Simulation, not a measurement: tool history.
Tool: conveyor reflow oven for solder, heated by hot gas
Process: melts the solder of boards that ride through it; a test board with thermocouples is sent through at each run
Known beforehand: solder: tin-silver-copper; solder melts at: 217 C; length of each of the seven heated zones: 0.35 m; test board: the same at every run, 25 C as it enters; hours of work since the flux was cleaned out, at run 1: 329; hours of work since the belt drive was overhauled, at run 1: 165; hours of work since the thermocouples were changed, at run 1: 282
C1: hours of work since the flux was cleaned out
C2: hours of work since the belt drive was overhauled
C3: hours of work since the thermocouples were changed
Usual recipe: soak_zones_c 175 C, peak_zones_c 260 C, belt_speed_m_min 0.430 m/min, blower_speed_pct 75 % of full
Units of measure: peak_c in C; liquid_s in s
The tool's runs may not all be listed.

Run 1, hour 0.0: usual settings; C1 329; C2 165; C3 282. Result: peak_c 247.8 C, liquid_s 70.9 s.
Run 2, hour 7.5: usual settings; C1 334; C2 170; C3 288. Result: peak_c 247.4 C, liquid_s 69.7 s.
Run 3, hour 17.4: usual settings but belt_speed_m_min 0.407 m/min; C1 342; C2 178; C3 295. Result: peak_c 248.6 C, liquid_s 77.4 s.
Run 4, hour 23.8: usual settings but belt_speed_m_min 0.407 m/min; C1 346; C2 183; C3 300. Result: peak_c 248.6 C, liquid_s 76.2 s.
Run 5, hour 32.8: usual settings but soak_zones_c 186 C, belt_speed_m_min 0.407 m/min; C1 353; C2 189; C3 307. Result: peak_c 250.1 C, liquid_s 84.8 s.
Run 6, hour 37.4: usual settings but soak_zones_c 186 C, belt_speed_m_min 0.407 m/min; C1 357; C2 193; C3 310. Result: peak_c 250.9 C, liquid_s 83.4 s.
Run 7, hour 43.0: usual settings but soak_zones_c 186 C, belt_speed_m_min 0.407 m/min; C1 361; C2 197; C3 315. Result: peak_c 250.2 C, liquid_s 84.1 s.
Run 8, hour 53.5: usual settings but soak_zones_c 186 C, belt_speed_m_min 0.407 m/min; C1 369; C2 205; C3 323. Result: peak_c 250.0 C, liquid_s 83.7 s.
Run 9, hour 61.7: usual settings but blower_speed_pct 55 % of full; C1 375; C2 211; C3 329. Result: peak_c 243.2 C, liquid_s 65.2 s.
Run 10, hour 71.8: usual settings but blower_speed_pct 55 % of full; C1 382; C2 219; C3 336. Result: peak_c 244.5 C, liquid_s 65.9 s.
Run 11, hour 76.9: usual settings but blower_speed_pct 56 % of full; C1 386; C2 223; C3 340. Result: peak_c 243.7 C, liquid_s 64.6 s.
Run 12, hour 82.7: usual settings but blower_speed_pct 56 % of full; C1 391; C2 227; C3 345. Result: peak_c 244.5 C, liquid_s 65.5 s.
Run 13, hour 91.5: usual settings but blower_speed_pct 56 % of full; C1 397; C2 234; C3 351. Result: peak_c 244.9 C, liquid_s 65.5 s.
Run 14, hour 96.4: usual settings but belt_speed_m_min 0.435 m/min, blower_speed_pct 56 % of full; C1 401; C2 237; C3 355. Result: peak_c 244.1 C, liquid_s 63.6 s.
Run 15, hour 104.4: usual settings but belt_speed_m_min 0.435 m/min, blower_speed_pct 56 % of full; C1 407; C2 243; C3 361. Result: peak_c 244.1 C, liquid_s 64.0 s.
Run 16, hour 109.1: usual settings but belt_speed_m_min 0.435 m/min, blower_speed_pct 56 % of full; C1 411; C2 247; C3 364. Result: peak_c 243.8 C, liquid_s 63.9 s.
Run 17, hour 119.9: usual settings but belt_speed_m_min 0.435 m/min, blower_speed_pct 56 % of full; C1 419; C2 255; C3 373. Result: peak_c 243.8 C, liquid_s 63.9 s.
Run 18, hour 127.6: usual settings but soak_zones_c 170 C, peak_zones_c 271 C, belt_speed_m_min 0.435 m/min, blower_speed_pct 56 % of full; C1 424; C2 261; C3 378. Result: peak_c 251.9 C, liquid_s 70.8 s.
At hour 133.4: flux residue cleaned out of gas plates and filters.
Run 19, hour 141.2: usual settings but soak_zones_c 174 C, peak_zones_c 259 C, belt_speed_m_min 0.441 m/min, blower_speed_pct 63 % of full; C1 6; C2 267; C3 385. Result: peak_c 246.7 C, liquid_s 67.8 s.
Run 20, hour 150.4: usual settings but peak_zones_c 271 C, belt_speed_m_min 0.345 m/min; C1 13; C2 274; C3 392. Result: peak_c 264.6 C, liquid_s 107.6 s.
At hour 154.9: belt drive overhauled, speed set with a stopwatch.
Run 21, hour 161.3: usual settings but peak_zones_c 271 C, belt_speed_m_min 0.345 m/min; C1 18; C2 5; C3 397. Result: peak_c 264.7 C, liquid_s 109.0 s.
Run 22, hour 169.0: usual settings but peak_zones_c 271 C, belt_speed_m_min 0.461 m/min; C1 24; C2 11; C3 403. Result: peak_c 258.7 C, liquid_s 75.4 s.
Run 23, hour 175.4: usual settings but peak_zones_c 271 C, belt_speed_m_min 0.461 m/min; C1 29; C2 15; C3 407. Result: peak_c 258.2 C, liquid_s 75.6 s.
Run 24, hour 183.5: usual settings but peak_zones_c 275 C, belt_speed_m_min 0.461 m/min, blower_speed_pct 81 % of full; C1 35; C2 21; C3 414. Result: peak_c 262.9 C, liquid_s 78.6 s.
Run 25, hour 188.1: usual settings but peak_zones_c 275 C, belt_speed_m_min 0.461 m/min, blower_speed_pct 81 % of full; C1 38; C2 25; C3 417. Result: peak_c 262.2 C, liquid_s 78.4 s.
Run 26, hour 195.7: usual settings but soak_zones_c 180 C, peak_zones_c 264 C, belt_speed_m_min 0.448 m/min, blower_speed_pct 67 % of full; C1 44; C2 31; C3 423. Result: peak_c 252.9 C, liquid_s 75.0 s.
At hour 202.4: belt drive overhauled, speed set with a stopwatch, once more.
Run 27, hour 205.3: usual settings but soak_zones_c 180 C, peak_zones_c 264 C, belt_speed_m_min 0.448 m/min, blower_speed_pct 67 % of full; C1 48; C2 2; C3 427. Result: peak_c 250.9 C, liquid_s 74.4 s.
Run 28, hour 214.8: usual settings but soak_zones_c 169 C, peak_zones_c 254 C, belt_speed_m_min 0.510 m/min, blower_speed_pct 68 % of full; C1 55; C2 9; C3 434. Result: peak_c 238.4 C, liquid_s 45.0 s.
Run 29, hour 219.9: usual settings but soak_zones_c 176 C; C1 59; C2 13; C3 438. Result: peak_c 250.2 C, liquid_s 73.6 s.
Run 30, hour 229.2: usual settings but soak_zones_c 180 C; C1 66; C2 20; C3 445. Result: peak_c 249.8 C, liquid_s 75.4 s.

Below are 5 alternative next runs, each starting from the tool's condition after run 30. Predict each:
Run A, hour 239.0: usual settings but soak_zones_c 180 C, peak_zones_c 264 C, belt_speed_m_min 0.499 m/min; C1 73; C2 28; C3 452. Result: peak_c ?, liquid_s ?.
Run B, hour 239.0: usual settings but peak_zones_c 269 C, belt_speed_m_min 0.463 m/min; C1 73; C2 28; C3 452. Result: peak_c ?, liquid_s ?.
Run C, hour 239.0: usual settings but soak_zones_c 166 C, peak_zones_c 250 C, blower_speed_pct 87 % of full; C1 73; C2 28; C3 452. Result: peak_c ?, liquid_s ?.
Run D, hour 239.0: usual settings but soak_zones_c 188 C, blower_speed_pct 52 % of full; C1 73; C2 28; C3 452. Result: peak_c ?, liquid_s ?.
Run E, hour 239.0: usual settings but peak_zones_c 249 C, belt_speed_m_min 0.365 m/min, blower_speed_pct 87 % of full; C1 73; C2 28; C3 452. Result: peak_c ?, liquid_s ?.

run  peak_c  liquid_s
  A   249.9      63.8
  B   255.3      72.3
  C   240.9      59.3
  D   247.9      76.3
  E   242.8      84.8
Take away the tool's hidden state, keep each run's random variation, and the runs would have read:
run  peak_c  liquid_s
  A   250.7      64.6
  B   256.1      73.0
  C   241.6      60.6
  D   248.4      77.0
  E   243.4      85.8

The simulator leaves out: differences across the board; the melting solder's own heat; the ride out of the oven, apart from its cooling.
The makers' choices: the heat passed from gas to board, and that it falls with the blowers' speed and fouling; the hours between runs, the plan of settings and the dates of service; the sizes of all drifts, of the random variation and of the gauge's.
